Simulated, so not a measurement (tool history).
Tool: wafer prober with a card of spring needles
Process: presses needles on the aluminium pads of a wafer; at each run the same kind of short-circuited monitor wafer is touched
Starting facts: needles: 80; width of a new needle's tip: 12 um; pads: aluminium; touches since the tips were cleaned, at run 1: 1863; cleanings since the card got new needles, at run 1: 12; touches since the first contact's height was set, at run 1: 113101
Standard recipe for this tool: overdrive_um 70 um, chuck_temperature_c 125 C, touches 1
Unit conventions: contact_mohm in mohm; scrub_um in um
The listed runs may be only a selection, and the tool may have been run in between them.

| run | day | overdrive_um | chuck_temperature_c | touches | touches since the tips were cleaned | cleanings since the card got new needles | touches since the first contact's height was set | contact_mohm | scrub_um |
|---|---|---|---|---|---|---|---|---|---|
| 1 | 0 | 70 | 125 | 1 | 1863 | 12 | 113101 | 190 | 17.92 |
| 2 | 0.425 | 70 | 125 | 2 | 5710 | 12 | 116948 | 192 | 17.96 |
| 3 | 0.721 | 70 | 59 | 1 | 8376 | 12 | 119614 | 175 | 17.92 |
|  | 0.788 | tips cleaned on abrasive film |
| 4 | 1.275 | 70 | 59 | 1 | 4408 | 13 | 124577 | 179 | 18.01 |
|  | 1.754 | tips cleaned on abrasive film |
| 5 | 1.95 | 70 | 59 | 1 | 1770 | 14 | 130657 | 176 | 18.02 |
|  | 2.162 | height of the first contact set anew |
| 6 | 2.596 | 70 | 59 | 1 | 7507 | 14 | 3950 | 176 | 18.03 |
|  | 2.742 | tips cleaned on abrasive film |
| 7 | 3.258 | 90 | 59 | 1 | 4669 | 15 | 9901 | 172 | 23.22 |
|  | 3.733 | tips cleaned on abrasive film |
| 8 | 3.846 | 70 | 125 | 1 | 1019 | 16 | 15163 | 194 | 18.05 |
| 9 | 4.338 | 70 | 125 | 1 | 5465 | 16 | 19609 | 190 | 18.08 |
|  | 4.704 | tips cleaned on abrasive film |
| 10 | 5.017 | 70 | 125 | 1 | 2842 | 17 | 25718 | 192 | 18.12 |
| 11 | 5.304 | 70 | 125 | 1 | 5442 | 17 | 28318 | 195 | 18.13 |
|  | 5.683 | tips cleaned on abrasive film |
| 12 | 5.979 | 70 | 125 | 1 | 2641 | 18 | 34351 | 189 | 18.12 |
| 13 | 6.45 | 70 | 125 | 1 | 6916 | 18 | 38626 | 188 | 18.15 |
|  | 6.65 | tips cleaned on abrasive film |
| 14 | 6.742 | 70 | 125 | 1 | 833 | 19 | 41211 | 190 | 18.16 |
| 15 | 7.404 | 70 | 125 | 1 | 6848 | 19 | 47226 | 189 | 18.19 |
|  | 7.638 | tips cleaned on abrasive film |
| 16 | 7.783 | 70 | 125 | 1 | 1340 | 20 | 50620 | 192 | 18.2 |
| 17 | 8.229 | 79 | 125 | 1 | 5338 | 20 | 54618 | 191 | 20.55 |
|  | 8.604 | tips cleaned on abrasive film |
| 18 | 8.888 | 84 | 103 | 2 | 2544 | 21 | 60543 | 185 | 21.88 |
| 19 | 9.225 | 62 | 125 | 1 | 5593 | 21 | 63592 | 191 | 16.2 |
|  | 9.575 | tips cleaned on abrasive film |
| 20 | 9.638 | 71 | 125 | 1 | 587 | 22 | 67293 | 188 | 18.51 |
| 21 | 9.975 | 71 | 125 | 1 | 3652 | 22 | 70358 | 194 | 18.56 |
|  | 10.192 | gauge calibrated |
| 22 | 10.367 | 56 | 125 | 2 | 7176 | 22 | 73882 | 194 | 14.35 |
|  | 10.533 | tips cleaned on abrasive film |
| 23 | 10.892 | 74 | 33 | 1 | 3247 | 23 | 78595 | 173 | 18.96 |
| 24 | 11.375 | 74 | 82 | 3 | 7627 | 23 | 82975 | 181 | 18.96 |
|  | 11.508 | tips cleaned on abrasive film |
| 25 | 11.971 | 74 | 82 | 3 | 4176 | 24 | 88299 | 182 | 19.02 |
|  | 12.475 | tips cleaned on abrasive film |
| 26 | 12.629 | 57 | 125 | 1 | 1393 | 25 | 94222 | 195 | 14.66 |
| 27 | 13.017 | 78 | 46 | 1 | 4891 | 25 | 97720 | 173 | 20.09 |
|  | 13.433 | tips cleaned on abrasive film |
| 28 | 13.696 | 66 | 99 | 1 | 2368 | 26 | 103839 | 186 | 17 |
| 29 | 14.229 | 88 | 36 | 3 | 7191 | 26 | 108662 | 172 | 22.7 |
|  | 14.396 | tips cleaned on abrasive film |
| 30 | 14.838 | 83 | 46 | 1 | 3999 | 27 | 114109 | 174 | 21.44 |
| 31 | 15.225 | 83 | 46 | 1 | 7503 | 27 | 117613 | 171 | 21.47 |
|  | 15.358 | tips cleaned on abrasive film |
| 32 | 15.85 | 83 | 54 | 1 | 4424 | 28 | 123222 | 171 | 21.5 |
|  | 16.317 | tips cleaned on abrasive film |
| 33 | 16.375 | 60 | 43 | 1 | 548 | 29 | 127941 | 178 | 15.56 |

What would each run have given without the hidden state, its run-to-run variation left as it was?
Hidden state at play: debris on the tips, nm; way that the needles fall short of the set height, um; tips' diameter, um; drift of the gauge itself on contact_mohm, %; drift of the gauge itself on scrub_um, %.
| run | scrub_um |
|---|---|
| 1 | 17.92 |
| 2 | 17.95 |
| 3 | 17.9 |
| 4 | 17.96 |
| 5 | 17.95 |
| 6 | 17.94 |
| 7 | 23.07 |
| 8 | 17.91 |
| 9 | 17.93 |
| 10 | 17.94 |
| 11 | 17.94 |
| 12 | 17.9 |
| 13 | 17.91 |
| 14 | 17.92 |
| 15 | 17.92 |
| 16 | 17.92 |
| 17 | 20.21 |
| 18 | 21.49 |
| 19 | 15.91 |
| 20 | 18.16 |
| 21 | 18.19 |
| 22 | 14.35 |
| 23 | 18.94 |
| 24 | 18.91 |
| 25 | 18.96 |
| 26 | 14.59 |
| 27 | 19.98 |
| 28 | 16.88 |
| 29 | 22.51 |
| 30 | 21.24 |
| 31 | 21.26 |
| 32 | 21.26 |
| 33 | 15.37 |
For contact_mohm, the value without the hidden state is never more than 1 mohm from the measured value.
